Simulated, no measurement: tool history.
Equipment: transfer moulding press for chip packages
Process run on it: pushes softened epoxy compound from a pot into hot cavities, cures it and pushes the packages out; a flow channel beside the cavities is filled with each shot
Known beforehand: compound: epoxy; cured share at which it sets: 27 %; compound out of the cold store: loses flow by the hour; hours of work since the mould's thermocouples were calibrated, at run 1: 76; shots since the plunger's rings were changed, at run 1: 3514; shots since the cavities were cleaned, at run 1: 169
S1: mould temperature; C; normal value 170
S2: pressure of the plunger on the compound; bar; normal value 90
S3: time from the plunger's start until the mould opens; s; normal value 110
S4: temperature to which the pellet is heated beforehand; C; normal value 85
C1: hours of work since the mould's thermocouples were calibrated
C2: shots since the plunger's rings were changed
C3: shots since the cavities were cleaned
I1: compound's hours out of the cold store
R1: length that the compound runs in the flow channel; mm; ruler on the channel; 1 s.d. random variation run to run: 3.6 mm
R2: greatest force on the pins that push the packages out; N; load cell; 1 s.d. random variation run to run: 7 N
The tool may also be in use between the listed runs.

run,hour,S1,S2,S3,S4,C1,C2,C3,I1,R1,R2
1,0,170,90,110,85,76,3514,169,41.8,448,363
# hour 40.3: plunger's sealing rings changed
# hour 74.6: cavities cleaned with cleaning compound and waxed
2,86.2,170,90,110,85,129,447,117,16.1,533,462
3,138.7,170,90,110,75,162,975,645,45.1,460,451
# hour 161.5: cavities cleaned with cleaning compound and waxed
4,198.8,170,90,110,75,199,1566,376,14.5,521,389
# hour 251: cavities cleaned with cleaning compound and waxed
5,261.6,170,90,110,75,238,2183,107,9.8,530,342
# hour 339.3: cavities cleaned with cleaning compound and waxed
6,342.2,170,76.3,110,75,288,2980,30,28.6,440,307
# hour 380.4: cavities cleaned with cleaning compound and waxed, once more
7,380.4,170,90,110,85,311,3348,0,28.4,474,292
# hour 418.4: mould's thermocouples calibrated
# hour 439.7: plunger's sealing rings changed
8,439.7,170,90,110,85,12,0,553,34.7,491,385
# hour 471.6: cavities cleaned with cleaning compound and waxed
9,522.7,170,90,110,85,64,820,514,8.3,541,392
# hour 559.3: cavities cleaned with cleaning compound and waxed
10,570.3,170,90,110,85,93,1285,111,17.3,516,334
11,632.2,170,90,110,85,132,1908,734,33.6,472,411
# hour 649.7: cavities cleaned with cleaning compound and waxed
12,673,172,90,110,85,157,2304,235,28.7,481,334
# hour 735.2: cavities cleaned with cleaning compound and waxed
13,755.3,170,90,110,85,208,3117,203,24.7,481,360
14,815.6,170,90,110,85,246,3724,810,9.2,510,445
# hour 821.6: cavities cleaned with cleaning compound and waxed
# hour 837.7: plunger's sealing rings changed
15,866.6,170,102.7,124,87,276,291,427,9,586,356
# hour 909.7: cavities cleaned with cleaning compound and waxed
16,952.6,170,90,115,85,330,1142,432,22.5,507,387
# hour 965: mould's thermocouples calibrated
# hour 996.5: cavities cleaned with cleaning compound and waxed
17,996.5,170,90,115,85,19,1550,0,13.3,516,299
18,1060,178,85.7,133,93,59,2188,638,19.2,482,367
# hour 1084.3: cavities cleaned with cleaning compound and waxed
19,1135.7,163,101.3,123,82,106,2936,517,17.2,554,483
# hour 1170.9: cavities cleaned with cleaning compound and waxed
20,1187.3,170,74.7,133,84,138,3441,165,21,447,303
# hour 1237.8: plunger's sealing rings changed
# hour 1261.2: cavities cleaned with cleaning compound and waxed
21,1265.8,174,93.7,145,91,185,266,46,27.9,507,276
22,1340,168,100.3,138,85,232,1014,794,24.6,537,382
# hour 1348.6: cavities cleaned with cleaning compound and waxed
23,1398.6,170,90,120,85,268,1588,502,17.9,514,362
# hour 1434: cavities cleaned with cleaning compound and waxed
24,1438.9,170,90,110,92,293,1979,49,29.5,479,313
25,1494.6,172,76.7,96,85,328,2540,610,26.2,453,425
# hour 1509.2: mould's thermocouples calibrated
# hour 1523.9: cavities cleaned with cleaning compound and waxed
26,1587.7,172,76.7,96,85,49,3442,642,12.9,464,452
# hour 1609.9: cavities cleaned with cleaning compound and waxed
27,1625.8,172,76.7,96,85,72,3811,160,16.4,457,383

Each row is a separate what-if for the run after 27, all from the same tool condition, not one after another. Results?
# hour 1640.2: plunger's sealing rings changed
A,1681,172,76.7,125,85,105,412,691,28.7,?,?
# hour 1640.2: plunger's sealing rings changed
B,1681,172,76.7,96,87,105,412,691,22.5,?,?
# hour 1640.2: plunger's sealing rings changed
C,1681,170,92,116,85,105,412,691,36.9,?,?
# hour 1640.2: plunger's sealing rings changed
D,1681,166,89.5,96,85,105,412,691,20.5,?,?

run,R1,R2
A,458,370
B,475,447
C,487,392
D,521,652
With the hidden condition removed and each run's random variation left untouched, the same runs would have given:
run,R1,R2
A,461,261
B,478,313
C,491,275
D,525,455

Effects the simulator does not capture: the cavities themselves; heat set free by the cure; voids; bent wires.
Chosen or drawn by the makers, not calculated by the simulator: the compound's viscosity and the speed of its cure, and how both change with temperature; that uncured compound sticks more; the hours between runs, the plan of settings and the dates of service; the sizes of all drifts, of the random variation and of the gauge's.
